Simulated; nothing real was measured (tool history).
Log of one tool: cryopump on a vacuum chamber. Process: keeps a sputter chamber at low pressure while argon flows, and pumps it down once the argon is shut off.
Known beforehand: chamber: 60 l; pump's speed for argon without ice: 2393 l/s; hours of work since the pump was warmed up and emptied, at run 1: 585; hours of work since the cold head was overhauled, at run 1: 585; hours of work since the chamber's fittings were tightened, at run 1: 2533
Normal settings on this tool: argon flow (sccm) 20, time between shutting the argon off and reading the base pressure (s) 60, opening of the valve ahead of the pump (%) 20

| run | day | argon flow (sccm) | time between shutting the argon off and reading the base pressure (s) | opening of the valve ahead of the pump (%) | hours of work since the pump was warmed up and emptied | hours of work since the cold head was overhauled | hours of work since the chamber's fittings were tightened | pressure while argon flows (Pa) | pressure after the wait (uPa) |
|---|---|---|---|---|---|---|---|---|---|
| 1 | 0 | 20 | 60 | 20 | 585 | 585 | 2533 | 0.0734 | 2.9 |
| 2 | 0.921 | 20 | 60 | 20 | 605 | 605 | 2552 | 0.0732 | 2.96 |
| 3 | 2.867 | 20 | 60 | 20 | 646 | 646 | 2593 | 0.0731 | 2.91 |
| 4 | 4.346 | 20 | 60 | 20 | 677 | 677 | 2625 | 0.0738 | 3.03 |
| 5 | 5.488 | 20 | 186 | 20 | 701 | 701 | 2649 | 0.0742 | 2.43 |
| 6 | 7.029 | 20 | 60 | 20 | 734 | 734 | 2681 | 0.0741 | 2.96 |
| 7 | 7.904 | 20 | 60 | 20 | 753 | 753 | 2700 | 0.0742 | 3.16 |
|  | 8.208 | pump warmed up, emptied and cooled again |
|  | 9.046 | leaking fittings of the chamber tightened, without venting |
| 8 | 9.746 | 20 | 60 | 20 | 31 | 785 | 15 | 0.0709 | 0.97 |
| 9 | 10.892 | 20 | 60 | 20 | 55 | 810 | 39 | 0.0713 | 0.97 |
| 10 | 11.9 | 20 | 169 | 20 | 76 | 831 | 60 | 0.0715 | 0.47 |
| 11 | 12.95 | 20 | 169 | 20 | 98 | 853 | 82 | 0.0711 | 0.44 |
| 12 | 14.621 | 20 | 169 | 20 | 134 | 888 | 118 | 0.0711 | 0.51 |
| 13 | 16.283 | 17 | 60 | 20 | 169 | 923 | 153 | 0.0607 | 1.04 |
| 14 | 17.471 | 17 | 60 | 20 | 194 | 949 | 178 | 0.0608 | 1.12 |
| 15 | 18.592 | 17 | 60 | 20 | 218 | 972 | 202 | 0.0609 | 1.09 |
| 16 | 19.917 | 17 | 24 | 20 | 246 | 1000 | 230 | 0.061 | 2.34 |
| 17 | 21.717 | 23 | 266 | 33 | 284 | 1038 | 268 | 0.0515 | 0.5 |
| 18 | 22.562 | 14 | 43 | 20 | 302 | 1056 | 286 | 0.0504 | 1.49 |
| 19 | 24.354 | 14 | 43 | 20 | 339 | 1094 | 324 | 0.0508 | 1.55 |
| 20 | 25.546 | 20 | 167 | 43 | 365 | 1119 | 349 | 0.0354 | 0.71 |
| 21 | 27.283 | 20 | 167 | 43 | 401 | 1156 | 385 | 0.0351 | 0.69 |
| 22 | 29.238 | 20 | 167 | 43 | 443 | 1197 | 427 | 0.035 | 0.73 |
| 23 | 30.521 | 20 | 60 | 25 | 470 | 1224 | 454 | 0.0587 | 1.29 |

What will run 24 give?
| 24 | 32.212 | 24 | 172 | 20 | 505 | 1260 | 490 | ? | ? |

{"run 24": {"pressure while argon flows (Pa)": 0.0878, "pressure after the wait (uPa)": 0.77}}
Were there no unlogged condition in the tool, this run, its random variation unchanged, would have produced pressure while argon flows (Pa) 0.0846, pressure after the wait (uPa) 0.4.
